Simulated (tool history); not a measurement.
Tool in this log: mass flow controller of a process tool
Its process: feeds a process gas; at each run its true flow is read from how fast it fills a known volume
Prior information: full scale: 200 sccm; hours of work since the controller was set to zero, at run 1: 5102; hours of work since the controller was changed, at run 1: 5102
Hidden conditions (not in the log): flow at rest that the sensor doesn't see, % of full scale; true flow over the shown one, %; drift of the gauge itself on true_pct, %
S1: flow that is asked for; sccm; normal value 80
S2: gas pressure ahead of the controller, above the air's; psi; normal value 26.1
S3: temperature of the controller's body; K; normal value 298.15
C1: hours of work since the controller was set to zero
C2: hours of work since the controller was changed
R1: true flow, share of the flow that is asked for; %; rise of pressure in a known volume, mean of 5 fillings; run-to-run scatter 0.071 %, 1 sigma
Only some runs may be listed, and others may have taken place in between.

Run 1, hour 0.0: usual settings; C1 5102; C2 5102. Result: R1 99.55 %.
Run 2, hour 151.3: usual settings but S3 308.15 K; C1 5207; C2 5207. Result: R1 100.08 %.
Run 3, hour 246.7: usual settings but S3 308.15 K; C1 5273; C2 5273. Result: R1 100.15 %.
Run 4, hour 357.5: usual settings but S3 308.15 K; C1 5351; C2 5351. Result: R1 100.15 %.
Run 5, hour 499.3: usual settings but S3 308.15 K; C1 5449; C2 5449. Result: R1 100.20 %.
Run 6, hour 580.5: usual settings but S3 308.15 K; C1 5506; C2 5506. Result: R1 100.44 %.
Run 7, hour 738.7: usual settings but S3 303.15 K; C1 5616; C2 5616. Result: R1 100.18 %.
Run 8, hour 832.6: usual settings but S3 303.15 K; C1 5681; C2 5681. Result: R1 100.31 %.
Run 9, hour 920.2: usual settings but S3 303.15 K; C1 5742; C2 5742. Result: R1 100.55 %.
Run 10, hour 1001.5: usual settings but S3 303.15 K; C1 5799; C2 5799. Result: R1 100.52 %.
Run 11, hour 1150.5: usual settings but S3 313.15 K; C1 5903; C2 5903. Result: R1 100.80 %.
Run 12, hour 1270.0: usual settings; C1 5986; C2 5986. Result: R1 100.58 %.
Run 13, hour 1394.4: usual settings but S3 310.15 K; C1 6073; C2 6073. Result: R1 100.87 %.
At hour 1423.1: controller exchanged for a calibrated one.
Run 14, hour 1549.1: usual settings but S2 28.4 psi; C1 88; C2 88. Result: R1 100.70 %.
Run 15, hour 1631.9: usual settings but S2 28.4 psi; C1 145; C2 145. Result: R1 100.65 %.
Run 16, hour 1763.4: usual settings but S1 109 sccm, S2 28.4 psi; C1 237; C2 237. Result: R1 100.77 %.
Run 17, hour 1861.3: usual settings but S1 109 sccm, S2 28.4 psi; C1 305; C2 305. Result: R1 100.94 %.
Run 18, hour 1937.8: usual settings; C1 358; C2 358. Result: R1 100.91 %.
Run 19, hour 2019.2: usual settings; C1 415; C2 415. Result: R1 101.00 %.
Run 20, hour 2138.3: usual settings; C1 498; C2 498. Result: R1 100.90 %.
Run 21, hour 2306.1: usual settings; C1 615; C2 615. Result: R1 101.10 %.
Run 22, hour 2404.0: usual settings but S1 24 sccm, S2 26.8 psi; C1 683; C2 683. Result: R1 101.17 %.
Run 23, hour 2555.8: usual settings but S1 61 sccm, S2 35.4 psi, S3 305.15 K; C1 789; C2 789. Result: R1 101.74 %.
Run 24, hour 2635.8: usual settings but S1 20 sccm, S2 36.8 psi, S3 301.15 K; C1 844; C2 844. Result: R1 101.57 %.
Run 25, hour 2757.1: usual settings but S1 20 sccm, S2 36.8 psi, S3 301.15 K; C1 929; C2 929. Result: R1 101.81 %.
Run 26, hour 2928.8: usual settings but S2 31.0 psi, S3 307.15 K; C1 1048; C2 1048. Result: R1 102.06 %.
Run 27, hour 3082.0: usual settings but S2 31.0 psi, S3 307.15 K; C1 1155; C2 1155. Result: R1 102.13 %.
At hour 3092.8: gauge calibrated.
Run 28, hour 3248.0: usual settings but S2 31.0 psi, S3 307.15 K; C1 1271; C2 1271. Result: R1 100.27 %.
Run 29, hour 3382.7: usual settings but S2 31.2 psi, S3 300.15 K; C1 1365; C2 1365. Result: R1 100.08 %.
Run 30, hour 3482.5: usual settings but S2 31.2 psi, S3 300.15 K; C1 1434; C2 1434. Result: R1 100.13 %.
Run 31, hour 3557.6: usual settings but S2 26.5 psi, S3 304.15 K; C1 1486; C2 1486. Result: R1 100.11 %.
Run 32, hour 3672.3: usual settings but S2 30.9 psi, S3 303.15 K; C1 1566; C2 1566. Result: R1 100.33 %.
Run 33, hour 3759.4: usual settings but S2 20.3 psi, S3 297.15 K; C1 1627; C2 1627. Result: R1 99.78 %.
Run 34, hour 3935.9: usual settings but S2 20.3 psi, S3 297.15 K; C1 1750; C2 1750. Result: R1 99.97 %.
Run 35, hour 4044.4: usual settings but S2 20.3 psi, S3 297.15 K; C1 1825; C2 1825. Result: R1 99.92 %.
Run 36, hour 4120.6: usual settings but S2 20.3 psi, S3 297.15 K; C1 1878; C2 1878. Result: R1 100.11 %.
Run 37, hour 4199.7: usual settings but S2 20.3 psi, S3 297.15 K; C1 1933; C2 1933. Result: R1 100.10 %.
Run 38, hour 4370.5: usual settings but S1 29 sccm, S2 21.3 psi, S3 295.15 K; C1 2052; C2 2052. Result: R1 100.19 %.
Run 39, hour 4520.0: usual settings but S1 101 sccm, S2 25.7 psi, S3 306.15 K; C1 2156; C2 2156. Result: R1 100.73 %.

Measured less the same run without the tool's hidden state. The same run-to-run variation is in both; the gauge's scatter may not be:
run     R1
  1  +0.02
  2  +0.12
  3  +0.18
  4  +0.25
  5  +0.34
  6  +0.40
  7  +0.50
  8  +0.56
  9  +0.62
 10  +0.66
 11  +0.76
 12  +0.84
 13  +0.92
 14  +0.99
 15  +1.04
 16  +1.12
 17  +1.20
 18  +1.24
 19  +1.29
 20  +1.37
 21  +1.48
 22  +1.54
 23  +1.65
 24  +1.70
 25  +1.78
 26  +1.89
 27  +1.98
 28  +0.10
 29  +0.19
 30  +0.25
 31  +0.31
 32  +0.38
 33  +0.43
 34  +0.54
 35  +0.62
 36  +0.67
 37  +0.71
 38  +0.83
 39  +0.93
